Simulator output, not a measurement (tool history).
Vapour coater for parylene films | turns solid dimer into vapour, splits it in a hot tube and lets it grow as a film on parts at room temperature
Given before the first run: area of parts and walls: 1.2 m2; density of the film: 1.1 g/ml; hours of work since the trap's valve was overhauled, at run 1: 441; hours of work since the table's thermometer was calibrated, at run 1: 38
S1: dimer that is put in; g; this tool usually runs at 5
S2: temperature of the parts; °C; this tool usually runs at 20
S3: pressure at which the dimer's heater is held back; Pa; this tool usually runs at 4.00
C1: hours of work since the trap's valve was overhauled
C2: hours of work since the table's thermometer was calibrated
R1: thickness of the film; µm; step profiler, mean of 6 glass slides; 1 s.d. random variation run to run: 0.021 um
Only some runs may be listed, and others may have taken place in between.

run	day	S1	S2	S3	C1	C2	R1
1	0.000	5	20	4.00	441	38	1.56
2	0.550	5	20	4.00	450	46	1.55
3	1.071	5	20	2.25	458	55	1.71
4	1.579	5	20	5.77	466	63	1.47
5	1.888	5	20	5.77	471	67	1.48
6	2.496	5	20	5.77	480	77	1.43
7	2.858	5	20	4.00	486	83	1.56
8	3.471	5	20	4.00	496	92	1.53
9	3.888	5	20	4.00	502	99	1.55
10	4.342	5	20	4.00	509	106	1.50
11	4.879	5	20	4.00	518	114	1.49
12	5.433	5	20	4.00	526	123	1.51
13	6.075	5	20	4.00	536	133	1.51
# day 6.467: trap's valve overhauled
14	6.571	5	20	4.00	2	138	1.78
15	6.879	5	20	4.00	7	143	1.76
16	7.483	5	20	4.00	16	153	1.82
17	7.888	8	20	4.00	22	159	2.86
18	8.350	8	12	4.00	30	166	4.15
19	8.633	8	12	4.00	34	171	4.12
20	9.004	8	12	4.00	40	176	4.08
21	9.604	8	12	4.00	49	186	4.12
22	10.158	4	12	5.05	58	194	1.99
23	10.454	5	20	4.00	62	199	1.75
24	10.892	7	20	5.88	69	206	2.29
25	11.262	5	14	2.69	75	212	2.45
# day 11.342: table's thermometer calibrated
26	11.896	5	14	2.69	84	9	2.40
27	12.425	2	26	5.75	93	17	0.49
28	12.804	2	29	4.00	99	23	0.47
# day 12.900: table's thermometer calibrated, once more
29	13.146	5	27	4.00	103	4	1.20
30	13.658	5	18	6.42	111	12	1.73
31	14.000	5	18	6.42	117	17	1.78
32	14.396	5	16	4.87	123	23	1.96
33	14.758	5	16	4.87	129	29	2.04
34	15.308	6	23	4.61	137	38	1.69
35	15.721	6	23	4.61	144	44	1.73

For run 36, what comes out?
36	16.242	6	23	4.61	152	52	?

{"run 36": {"R1": 1.76}}
If the tool had no hidden condition, the same run with the same run-to-run variation would have returned R1 1.85 µm.
